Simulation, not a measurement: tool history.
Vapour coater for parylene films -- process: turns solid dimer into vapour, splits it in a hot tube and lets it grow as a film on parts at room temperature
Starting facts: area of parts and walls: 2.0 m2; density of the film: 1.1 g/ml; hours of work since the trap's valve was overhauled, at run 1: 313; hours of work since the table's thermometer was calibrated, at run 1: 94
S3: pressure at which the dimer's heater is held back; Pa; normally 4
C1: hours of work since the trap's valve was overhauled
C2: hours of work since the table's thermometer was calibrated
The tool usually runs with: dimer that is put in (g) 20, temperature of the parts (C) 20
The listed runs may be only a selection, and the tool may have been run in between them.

Run 1, day 0: usual settings; C1 313; C2 94. Result: thickness of the film (µm) 4.99.
Run 2, day 0.933: usual settings; C1 331; C2 112. Result: thickness of the film (µm) 4.94.
Run 3, day 1.938: usual settings; C1 350; C2 132. Result: thickness of the film (µm) 4.95.
Run 4, day 2.75: usual settings; C1 366; C2 147. Result: thickness of the film (µm) 4.89.
Run 5, day 3.358: usual settings; C1 377; C2 159. Result: thickness of the film (µm) 4.95.
Run 6, day 4.371: usual settings but dimer that is put in (g) 11; C1 397; C2 178. Result: thickness of the film (µm) 2.67.
Run 7, day 5.504: usual settings but S3 3.39 Pa; C1 419; C2 200. Result: thickness of the film (µm) 5.09.
Run 8, day 6.017: usual settings but dimer that is put in (g) 14, temperature of the parts (C) 12, S3 2.41 Pa; C1 428; C2 210. Result: thickness of the film (µm) 4.82.

Expected results for the next run?
Run 9, day 7.029: usual settings but dimer that is put in (g) 33, temperature of the parts (C) 18; C1 448; C2 229. Result: thickness of the film (µm) ?.

thickness of the film (µm): 8.65
If the tool had no hidden condition, the same run with the same run-to-run variation would have returned thickness of the film (µm) 8.66.
